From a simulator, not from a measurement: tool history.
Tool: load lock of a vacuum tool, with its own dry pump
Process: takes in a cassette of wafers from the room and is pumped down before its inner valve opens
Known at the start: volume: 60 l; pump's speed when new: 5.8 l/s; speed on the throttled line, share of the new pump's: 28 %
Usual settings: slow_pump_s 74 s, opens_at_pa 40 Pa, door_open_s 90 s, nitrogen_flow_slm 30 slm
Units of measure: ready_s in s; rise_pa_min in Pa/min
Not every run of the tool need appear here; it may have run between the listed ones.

run	hour	slow_pump_s	opens_at_pa	door_open_s	nitrogen_flow_slm	incoming humidity of the room's air, %	ready_s	rise_pa_min
1	0	74	40	90	30	47.1	134.5	0.017
2	141	74	40	90	30	46.3	133.3	0.02
3	341.9	74	40	90	30	44.6	133.6	0.02
4	452.3	74	33	90	30	41.5	137	0.011
5	691.8	74	33	90	39	41.3	135.1	0.018
6	807.8	109	38	90	33	43.2	159.8	0.016
7	980.4	109	38	90	33	48.1	161.3	0.021
# hour 1065.6: door's seal changed, seat wiped
8	1120.4	53	38	62	33	46.1	119.4	0.015
9	1225.8	53	38	62	33	46.1	118.7	0.017
10	1470	42	53	57	15	44.4	107.3	0.023

Consider 5 possible next runs. They are alternatives, not a sequence: every one starts from the tool as it was left by run 10. What does each give?
A	1644.1	74	62	142	30	43.1	?	?
B	1644.1	116	40	43	30	45.7	?	?
C	1644.1	63	53	187	16	47.9	?	?
D	1644.1	74	40	190	30	45	?	?
E	1644.1	41	48	90	17	45.5	?	?

run	ready_s	rise_pa_min
A	130.1	0.013
B	164.7	0.01
C	123.4	0.02
D	133.6	0.018
E	109.3	0.027
Had the tool no hidden state, the same runs would have come out as:
run	ready_s	rise_pa_min
A	130.1	0.013
B	164.7	0.01
C	123.4	0.02
D	133.6	0.018
E	109.2	0.027

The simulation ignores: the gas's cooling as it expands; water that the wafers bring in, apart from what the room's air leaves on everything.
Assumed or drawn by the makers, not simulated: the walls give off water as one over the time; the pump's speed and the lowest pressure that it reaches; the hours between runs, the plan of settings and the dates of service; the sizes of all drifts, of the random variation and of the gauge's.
